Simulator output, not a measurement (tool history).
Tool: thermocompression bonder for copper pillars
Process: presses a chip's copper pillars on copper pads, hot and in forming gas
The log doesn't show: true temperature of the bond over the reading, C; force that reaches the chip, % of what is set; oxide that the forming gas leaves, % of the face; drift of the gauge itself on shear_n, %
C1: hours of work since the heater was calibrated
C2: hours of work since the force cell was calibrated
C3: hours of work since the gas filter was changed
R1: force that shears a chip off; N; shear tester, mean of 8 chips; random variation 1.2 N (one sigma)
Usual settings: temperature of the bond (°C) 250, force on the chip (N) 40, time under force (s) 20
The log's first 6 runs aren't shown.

Run 7, hour 95.6: usual settings but temperature of the bond (°C) 272; C1 144; C2 344; C3 192. Result: R1 129.5 N.
Run 8, hour 111.5: usual settings but temperature of the bond (°C) 272, time under force (s) 16; C1 151; C2 351; C3 199. Result: R1 120.5 N.
Run 9, hour 125.8: usual settings but temperature of the bond (°C) 272, time under force (s) 16; C1 157; C2 357; C3 205. Result: R1 124.8 N.
Run 10, hour 146.2: usual settings but temperature of the bond (°C) 272, time under force (s) 16; C1 166; C2 366; C3 214. Result: R1 122.3 N.
Run 11, hour 163.5: usual settings but temperature of the bond (°C) 251, time under force (s) 16; C1 173; C2 374; C3 222. Result: R1 101.1 N.
Run 12, hour 183.9: usual settings but temperature of the bond (°C) 251, time under force (s) 16; C1 182; C2 383; C3 231. Result: R1 101.1 N.
Run 13, hour 204.9: usual settings; C1 192; C2 392; C3 240. Result: R1 104.9 N.
Run 14, hour 219.2: usual settings; C1 198; C2 398; C3 247. Result: R1 103.5 N.
At hour 221.7: force cell calibrated.
Run 15, hour 236.0: usual settings; C1 205; C2 6; C3 253. Result: R1 103.5 N.
Run 16, hour 253.3: usual settings but temperature of the bond (°C) 271, force on the chip (N) 42, time under force (s) 10; C1 212; C2 14; C3 261. Result: R1 107.6 N.
At hour 256.4: force cell calibrated, once more.
Run 17, hour 266.0: usual settings but temperature of the bond (°C) 239, force on the chip (N) 30; C1 217; C2 4; C3 266. Result: R1 76.7 N.
Run 18, hour 276.0: usual settings but temperature of the bond (°C) 237, force on the chip (N) 44, time under force (s) 39; C1 222; C2 9; C3 270. Result: R1 112.5 N.
Run 19, hour 295.5: usual settings but temperature of the bond (°C) 237, force on the chip (N) 44, time under force (s) 39; C1 230; C2 17; C3 279. Result: R1 115.1 N.
Run 20, hour 315.7: usual settings but temperature of the bond (°C) 237, force on the chip (N) 47, time under force (s) 31; C1 239; C2 26; C3 288. Result: R1 110.4 N.
Run 21, hour 334.6: usual settings but temperature of the bond (°C) 271, force on the chip (N) 29, time under force (s) 19; C1 247; C2 34; C3 296. Result: R1 108.7 N.
Run 22, hour 353.8: usual settings but temperature of the bond (°C) 271, force on the chip (N) 29, time under force (s) 19; C1 256; C2 43; C3 304. Result: R1 107.7 N.
Run 23, hour 374.5: usual settings but temperature of the bond (°C) 220, force on the chip (N) 29, time under force (s) 38; C1 265; C2 52; C3 314. Result: R1 71.1 N.
Run 24, hour 388.6: usual settings but temperature of the bond (°C) 239, force on the chip (N) 37, time under force (s) 30; C1 271; C2 58; C3 320. Result: R1 99.5 N.
Run 25, hour 399.6: usual settings but temperature of the bond (°C) 239, force on the chip (N) 34, time under force (s) 30; C1 276; C2 63; C3 325. Result: R1 90.5 N.
Run 26, hour 420.6: usual settings but temperature of the bond (°C) 258, force on the chip (N) 37; C1 285; C2 72; C3 334. Result: R1 108.8 N.
Run 27, hour 432.3: usual settings but temperature of the bond (°C) 254, force on the chip (N) 39, time under force (s) 16; C1 290; C2 77; C3 339. Result: R1 100.0 N.
Run 28, hour 445.0: usual settings but temperature of the bond (°C) 254, force on the chip (N) 39, time under force (s) 16; C1 296; C2 83; C3 344. Result: R1 100.7 N.
At hour 458.4: forming gas filter changed.
Run 29, hour 462.1: usual settings but temperature of the bond (°C) 254, force on the chip (N) 39, time under force (s) 10; C1 303; C2 90; C3 2. Result: R1 87.0 N.
Run 30, hour 472.8: usual settings but temperature of the bond (°C) 245; C1 308; C2 95; C3 6. Result: R1 100.4 N.

Forecast each of these 4 alternatives for the next run:
Run A, hour 494.0: usual settings but temperature of the bond (°C) 245, time under force (s) 32; C1 317; C2 104; C3 16. Result: R1 ?.
Run B, hour 494.0: usual settings but temperature of the bond (°C) 247, force on the chip (N) 54, time under force (s) 14; C1 317; C2 104; C3 16. Result: R1 ?.
Run C, hour 494.0: usual settings but temperature of the bond (°C) 245; C1 317; C2 104; C3 16. Result: R1 ?.
Run D, hour 494.0: usual settings but temperature of the bond (°C) 223; C1 317; C2 104; C3 16. Result: R1 ?.

run     R1
  A  111.9
  B  105.8
  C   99.6
  D   72.0
Without the tool's hidden state the same runs would have given:
run     R1
  A  119.2
  B  113.1
  C  107.2
  D   79.4

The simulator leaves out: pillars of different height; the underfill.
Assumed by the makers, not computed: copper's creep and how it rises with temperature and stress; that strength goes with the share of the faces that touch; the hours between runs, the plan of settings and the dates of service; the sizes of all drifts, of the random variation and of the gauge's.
